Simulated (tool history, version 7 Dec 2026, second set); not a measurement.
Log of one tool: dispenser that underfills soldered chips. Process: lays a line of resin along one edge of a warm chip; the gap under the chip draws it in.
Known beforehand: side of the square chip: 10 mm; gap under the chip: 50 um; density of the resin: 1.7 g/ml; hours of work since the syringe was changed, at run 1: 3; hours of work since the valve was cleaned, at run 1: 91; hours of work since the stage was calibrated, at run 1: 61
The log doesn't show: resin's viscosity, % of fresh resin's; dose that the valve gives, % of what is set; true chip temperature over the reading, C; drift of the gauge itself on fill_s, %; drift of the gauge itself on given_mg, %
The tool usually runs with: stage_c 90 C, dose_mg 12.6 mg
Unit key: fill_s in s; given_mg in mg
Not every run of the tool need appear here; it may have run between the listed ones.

| run | hour | stage_c | dose_mg | hours of work since the syringe was changed | hours of work since the valve was cleaned | hours of work since the stage was calibrated | fill_s | given_mg |
|---|---|---|---|---|---|---|---|---|
| 1 | 0 | 90 | 12.6 | 3 | 91 | 61 | 89.9 | 11.77 |
| 2 | 2.6 | 90 | 12.6 | 4 | 93 | 62 | 100.4 | 11.87 |
| 3 | 6.8 | 97 | 12.6 | 7 | 96 | 65 | 94.8 | 11.63 |
|  | 12 | new syringe of resin |
| 4 | 13.1 | 97 | 12.6 | 1 | 99 | 68 | 59.4 | 11.72 |
| 5 | 18.7 | 97 | 12.6 | 4 | 103 | 72 | 75.9 | 11.65 |
|  | 20.9 | dispensing valve cleaned and set on the balance |
| 6 | 22.7 | 90 | 14.5 | 6 | 1 | 74 | 108.7 | 14.57 |
| 7 | 27 | 90 | 12.6 | 8 | 4 | 76 | 136.1 | 12.63 |
|  | 29.3 | new syringe of resin |
| 8 | 33.3 | 90 | 12.6 | 2 | 7 | 80 | 84.5 | 12.41 |
| 9 | 38.3 | 90 | 12.6 | 5 | 10 | 83 | 107.3 | 12.55 |
| 10 | 41.4 | 90 | 12.6 | 7 | 12 | 85 | 119.1 | 12.6 |
|  | 45.9 | new syringe of resin |
| 11 | 46.5 | 89 | 12.6 | 0 | 15 | 88 | 76.1 | 12.52 |
| 12 | 52 | 89 | 12.6 | 4 | 18 | 91 | 98 | 12.34 |
| 13 | 55.5 | 100 | 12.6 | 6 | 20 | 93 | 76.6 | 12.5 |
| 14 | 61 | 100 | 12.6 | 9 | 24 | 96 | 97.4 | 12.4 |
|  | 62.4 | new syringe of resin |
| 15 | 66.6 | 100 | 12.6 | 2 | 27 | 99 | 59.1 | 12.34 |
| 16 | 72.7 | 100 | 12.6 | 6 | 31 | 103 | 79 | 12.34 |
| 17 | 76.6 | 93 | 12.6 | 9 | 33 | 105 | 121 | 12.34 |
|  | 79 | new syringe of resin |
| 18 | 80.3 | 93 | 12.6 | 1 | 35 | 107 | 67.5 | 12.28 |
| 19 | 84 | 92 | 12.6 | 3 | 37 | 110 | 82.8 | 12.25 |
| 20 | 88.2 | 79 | 11.7 | 6 | 40 | 112 | 169.9 | 11.36 |
| 21 | 92.2 | 79 | 11.7 | 8 | 42 | 115 | 199.9 | 11.4 |
| 22 | 95 | 79 | 11.7 | 10 | 44 | 116 | 228.4 | 11.31 |
|  | 95.9 | new syringe of resin |
| 23 | 100.2 | 85 | 15.3 | 3 | 47 | 119 | 101.5 | 14.85 |
| 24 | 105.3 | 82 | 12 | 6 | 50 | 122 | 148.7 | 11.64 |
| 25 | 108.3 | 82 | 12 | 7 | 52 | 124 | 172 | 11.56 |
|  | 112.3 | new syringe of resin |
| 26 | 114.3 | 91 | 12.6 | 1 | 55 | 128 | 75.4 | 12.08 |
| 27 | 119.8 | 95 | 12.6 | 5 | 58 | 131 | 82.7 | 12.16 |
| 28 | 123.5 | 95 | 12.6 | 7 | 61 | 133 | 99.1 | 12.02 |
| 29 | 126.2 | 95 | 12.6 | 8 | 62 | 135 | 109.5 | 11.99 |
|  | 128.6 | new syringe of resin |
| 30 | 132.4 | 80 | 13.8 | 2 | 66 | 138 | 123.8 | 13.16 |
| 31 | 136.1 | 80 | 13.8 | 4 | 68 | 140 | 146.3 | 13.16 |
| 32 | 138.7 | 88 | 14.8 | 6 | 69 | 142 | 120.2 | 14.09 |
|  | 145.2 | new syringe of resin |
| 33 | 145.2 | 104 | 16 | 0 | 73 | 146 | 43.9 | 15.18 |
| 34 | 148.8 | 102 | 16 | 2 | 75 | 148 | 54.1 | 15.23 |
| 35 | 152.3 | 97 | 13.4 | 4 | 77 | 150 | 77.5 | 12.73 |

How the hidden state differs across the entries between the runs, from the last listed run before each to the first after it:
Logged between run 3 and run 4: new syringe of resin (hour 12)
  resin's viscosity, % of fresh resin's: 169.3 -> 106.1; dose that the valve gives, % of what is set: 93.03 -> 92.75; true chip temperature over the reading, C: -0.74 -> -0.77
  measured value less the no-hidden-state value, fill_s: +40.9 -> +5.7 s; given_mg: -0.87 -> -0.91 mg
Logged between run 5 and run 6: dispensing valve cleaned and set on the balance (hour 20.9)
  resin's viscosity, % of fresh resin's: 135.8 -> 154.8; dose that the valve gives, % of what is set: 92.52 -> 100.19; true chip temperature over the reading, C: -0.79 -> -0.8
  measured value less the no-hidden-state value, fill_s: +22.5 -> +40.5 s; given_mg: -0.94 -> +0.02 mg
Logged between run 7 and run 8: new syringe of resin (hour 29.3)
  resin's viscosity, % of fresh resin's: 188.2 -> 118.3; dose that the valve gives, % of what is set: 99.99 -> 99.73; true chip temperature over the reading, C: -0.82 -> -0.85
  measured value less the no-hidden-state value, fill_s: +65.8 -> +15.2 s; given_mg: -0.01 -> -0.04 mg
Logged between run 10 and run 11: new syringe of resin (hour 45.9)
  resin's viscosity, % of fresh resin's: 169.2 -> 102.8; dose that the valve gives, % of what is set: 99.38 -> 99.16; true chip temperature over the reading, C: -0.89 -> -0.91
  measured value less the no-hidden-state value, fill_s: +51 -> +4.7 s; given_mg: -0.08 -> -0.11 mg
Logged between run 14 and run 15: new syringe of resin (hour 62.4)
  resin's viscosity, % of fresh resin's: 196 -> 120.2; dose that the valve gives, % of what is set: 98.52 -> 98.28; true chip temperature over the reading, C: -0.98 -> -1
  measured value less the no-hidden-state value, fill_s: +49.4 -> +11.7 s; given_mg: -0.19 -> -0.22 mg
Logged between run 17 and run 18: new syringe of resin (hour 79)
  resin's viscosity, % of fresh resin's: 187.8 -> 104.9; dose that the valve gives, % of what is set: 97.81 -> 97.67; true chip temperature over the reading, C: -1.04 -> -1.06
  measured value less the no-hidden-state value, fill_s: +59.5 -> +5.8 s; given_mg: -0.27 -> -0.29 mg
Logged between run 22 and run 23: new syringe of resin (hour 95.9)
  resin's viscosity, % of fresh resin's: 202.3 -> 120; dose that the valve gives, % of what is set: 97.05 -> 96.84; true chip temperature over the reading, C: -1.13 -> -1.15
  measured value less the no-hidden-state value, fill_s: +121.2 -> +20.8 s; given_mg: -0.34 -> -0.48 mg
Logged between run 25 and run 26: new syringe of resin (hour 112.3)
  resin's viscosity, % of fresh resin's: 172.1 -> 107.4; dose that the valve gives, % of what is set: 96.49 -> 96.25; true chip temperature over the reading, C: -1.19 -> -1.21
  measured value less the no-hidden-state value, fill_s: +77.2 -> +8.8 s; given_mg: -0.42 -> -0.47 mg
Logged between run 29 and run 30: new syringe of resin (hour 128.6)
  resin's viscosity, % of fresh resin's: 181.8 -> 117.8; dose that the valve gives, % of what is set: 95.74 -> 95.47; true chip temperature over the reading, C: -1.27 -> -1.3
  measured value less the no-hidden-state value, fill_s: +52.6 -> +24.5 s; given_mg: -0.53 -> -0.62 mg
Logged between run 32 and run 33: new syringe of resin (hour 145.2)
  resin's viscosity, % of fresh resin's: 155.6 -> 100.6; dose that the valve gives, % of what is set: 95.23 -> 94.96; true chip temperature over the reading, C: -1.32 -> -1.35
  measured value less the no-hidden-state value, fill_s: +47.1 -> +2.3 s; given_mg: -0.7 -> -0.8 mg
